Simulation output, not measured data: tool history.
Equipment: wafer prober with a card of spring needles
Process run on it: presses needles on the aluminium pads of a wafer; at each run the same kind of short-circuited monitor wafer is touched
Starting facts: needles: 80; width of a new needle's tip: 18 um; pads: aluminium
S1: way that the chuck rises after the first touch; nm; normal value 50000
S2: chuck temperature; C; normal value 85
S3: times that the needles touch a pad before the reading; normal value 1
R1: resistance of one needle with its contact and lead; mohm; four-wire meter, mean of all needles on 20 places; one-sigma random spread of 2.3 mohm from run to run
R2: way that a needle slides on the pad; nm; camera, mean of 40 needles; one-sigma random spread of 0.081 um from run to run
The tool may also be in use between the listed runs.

| run | hour | S1 | S2 | S3 | R1 | R2 |
|---|---|---|---|---|---|---|
| 1 | 0 | 50000 | 85 | 1 | 274 | 8730 |
|  | 2.3 | tips cleaned on abrasive film |
|  | 7.2 | tips cleaned on abrasive film |
| 2 | 10.9 | 67000 | 85 | 1 | 269 | 12170 |
|  | 12.6 | tips cleaned on abrasive film |
|  | 18 | tips cleaned on abrasive film |
| 3 | 18.3 | 67000 | 85 | 1 | 266 | 11820 |
|  | 23.3 | tips cleaned on abrasive film |
|  | 28.6 | tips cleaned on abrasive film |
| 4 | 29.4 | 67000 | 85 | 1 | 267 | 11950 |
|  | 33.4 | tips cleaned on abrasive film |
| 5 | 36.1 | 67000 | 85 | 1 | 266 | 11930 |
|  | 38.6 | tips cleaned on abrasive film |
| 6 | 40.9 | 50000 | 110 | 1 | 282 | 8820 |
|  | 43.7 | tips cleaned on abrasive film |
| 7 | 46.4 | 50000 | 110 | 1 | 283 | 8720 |
|  | 48.9 | tips cleaned on abrasive film |
| 8 | 51.7 | 34000 | 85 | 1 | 302 | 5910 |
|  | 54.3 | tips cleaned on abrasive film |
| 9 | 58 | 34000 | 85 | 1 | 310 | 5870 |
|  | 59.5 | tips cleaned on abrasive film |
|  | 64.4 | tips cleaned on abrasive film |
| 10 | 68.3 | 34000 | 85 | 1 | 310 | 5860 |
|  | 69.8 | tips cleaned on abrasive film |
|  | 74.7 | tips cleaned on abrasive film |
| 11 | 79.1 | 66000 | 63 | 1 | 268 | 11750 |
|  | 80.1 | tips cleaned on abrasive film |
|  | 85 | tips cleaned on abrasive film |
| 12 | 89.3 | 66000 | 68 | 1 | 265 | 11560 |
|  | 90.2 | tips cleaned on abrasive film |
|  | 95 | tips cleaned on abrasive film |
|  | 100.5 | tips cleaned on abrasive film |
| 13 | 100.7 | 43000 | 56 | 2 | 266 | 7270 |
|  | 106 | tips cleaned on abrasive film |
|  | 107.3 | height of the first contact set anew |
| 14 | 108.6 | 43000 | 56 | 2 | 269 | 7960 |

Alternative continuations, all from the tool just after run 14; predict every row:
|  | 112.1 | tips cleaned on abrasive film |
| A | 116.3 | 50000 | 85 | 2 | ? | ? |
|  | 112.1 | tips cleaned on abrasive film |
| B | 116.3 | 44000 | 61 | 3 | ? | ? |
|  | 112.1 | tips cleaned on abrasive film |
| C | 116.3 | 52000 | 39 | 1 | ? | ? |
|  | 112.1 | tips cleaned on abrasive film |
| D | 116.3 | 49000 | 56 | 2 | ? | ? |

| run | R1 | R2 |
|---|---|---|
| A | 275 | 9330 |
| B | 264 | 8090 |
| C | 265 | 9570 |
| D | 274 | 8960 |
The same runs, with their run-to-run variation unchanged, on a tool lacking any hidden condition would have given:
| run | R1 | R2 |
|---|---|---|
| A | 266 | 9330 |
| B | 257 | 8100 |
| C | 251 | 9580 |
| D | 264 | 8970 |
